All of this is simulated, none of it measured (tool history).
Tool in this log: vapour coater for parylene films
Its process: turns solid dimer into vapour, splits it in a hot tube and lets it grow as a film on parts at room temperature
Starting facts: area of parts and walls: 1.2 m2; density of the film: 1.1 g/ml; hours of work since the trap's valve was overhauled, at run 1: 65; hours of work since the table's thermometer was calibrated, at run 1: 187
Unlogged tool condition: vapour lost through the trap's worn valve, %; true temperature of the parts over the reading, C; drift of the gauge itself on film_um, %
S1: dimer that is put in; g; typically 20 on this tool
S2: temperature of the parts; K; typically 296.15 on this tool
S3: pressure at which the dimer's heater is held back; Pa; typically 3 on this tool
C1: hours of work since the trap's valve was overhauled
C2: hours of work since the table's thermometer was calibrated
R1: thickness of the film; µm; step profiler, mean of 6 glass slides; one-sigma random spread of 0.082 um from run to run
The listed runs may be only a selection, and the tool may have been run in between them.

run 1 day=0 | S1=20 S2=296.15 S3=3 | C1=65 C2=187 | R1=9.75
run 2 day=0.988 | S1=20 S2=296.15 S3=3 | C1=78 C2=200 | R1=9.74
run 3 day=2.321 | S1=20 S2=296.15 S3=3 | C1=95 C2=217 | R1=9.57
run 4 day=3.229 | S1=20 S2=296.15 S3=3 | C1=107 C2=229 | R1=9.8
run 5 day=4.733 | S1=20 S2=296.15 S3=3 | C1=126 C2=248 | R1=9.5
run 6 day=5.442 | S1=20 S2=296.15 S3=3 | C1=135 C2=258 | R1=9.66
run 7 day=6.292 | S1=20 S2=296.15 S3=3 | C1=146 C2=268 | R1=9.53
run 8 day=7.1 | S1=20 S2=296.15 S3=3 | C1=157 C2=279 | R1=9.38
run 9 day=8.075 | S1=20 S2=296.15 S3=3 | C1=169 C2=291 | R1=9.53
run 10 day=8.758 | S1=27 S2=296.15 S3=3 | C1=178 C2=300 | R1=12.78
run 11 day=9.454 | S1=20 S2=296.15 S3=3 | C1=187 C2=309 | R1=9.51
run 12 day=10.204 | S1=20 S2=296.15 S3=3 | C1=197 C2=319 | R1=9.5
run 13 day=11.55 | S1=20 S2=296.15 S3=3 | C1=214 C2=336 | R1=9.24
run 14 day=13.079 | S1=20 S2=305.15 S3=3 | C1=234 C2=356 | R1=8.03
run 15 day=14.596 | S1=20 S2=305.15 S3=3 | C1=253 C2=375 | R1=7.95
run 16 day=15.275 | S1=15 S2=305.15 S3=6.27 | C1=262 C2=384 | R1=5.2
run 17 day=16.483 | S1=15 S2=305.15 S3=6.27 | C1=277 C2=400 | R1=5.07
run 18 day=18.038 | S1=9 S2=290.15 S3=6.27 | C1=297 C2=420 | R1=4.01
run 19 day=19 | S1=20 S2=303.15 S3=6.62 | C1=310 C2=432 | R1=7
run 20 day=19.767 | S1=25 S2=290.15 S3=7.23 | C1=320 C2=442 | R1=10.88
run 21 day=20.504 | S1=20 S2=291.15 S3=3.02 | C1=329 C2=451 | R1=9.83
run 22 day=21.333 | S1=15 S2=297.15 S3=2.71 | C1=340 C2=462 | R1=6.73
run 23 day=22.25 | S1=19 S2=296.15 S3=3 | C1=352 C2=474 | R1=8.63
run 24 day=23.05 | S1=20 S2=293.15 S3=5.2 | C1=362 C2=484 | R1=8.57
run 25 day=24.388 | S1=20 S2=300.15 S3=5.61 | C1=379 C2=501 | R1=7.45
run 26 day=25.979 | S1=20 S2=289.15 S3=3 | C1=400 C2=522 | R1=10.02
run 27 day=27.554 | S1=20 S2=289.15 S3=3 | C1=420 C2=542 | R1=10.01
run 28 day=28.617 | S1=28 S2=302.15 S3=2.93 | C1=433 C2=556 | R1=11.39
run 29 day=29.479 | S1=28 S2=299.15 S3=3 | C1=445 C2=567 | R1=11.98
run 30 day=30.179 | S1=10 S2=292.15 S3=3 | C1=454 C2=576 | R1=4.74

Some steps in R1, run to run, broken into two amounts with sign: the step expected even without the hidden condition (settings, incoming material, random variation), and the rest, left for the hidden condition together with whatever gauge scatter is not in both the measured and the hidden-condition-free result:
Run 10 -> 11: S1 27 -> 20. R1 -3.27 µm: hidden state +0.14, all else -3.41.
Run 19 -> 20: S1 20 -> 25, S2 303.15 -> 290.15, S3 6.62 -> 7.23. R1 +3.88 µm: hidden state -0.36, all else +4.24.
Run 25 -> 26: S2 300.15 -> 289.15, S3 5.61 -> 3. R1 +2.57 µm: hidden state -0.33, all else +2.9.
Run 29 -> 30: S1 28 -> 10, S2 299.15 -> 292.15. R1 -7.24 µm: hidden state +0.87, all else -8.11.

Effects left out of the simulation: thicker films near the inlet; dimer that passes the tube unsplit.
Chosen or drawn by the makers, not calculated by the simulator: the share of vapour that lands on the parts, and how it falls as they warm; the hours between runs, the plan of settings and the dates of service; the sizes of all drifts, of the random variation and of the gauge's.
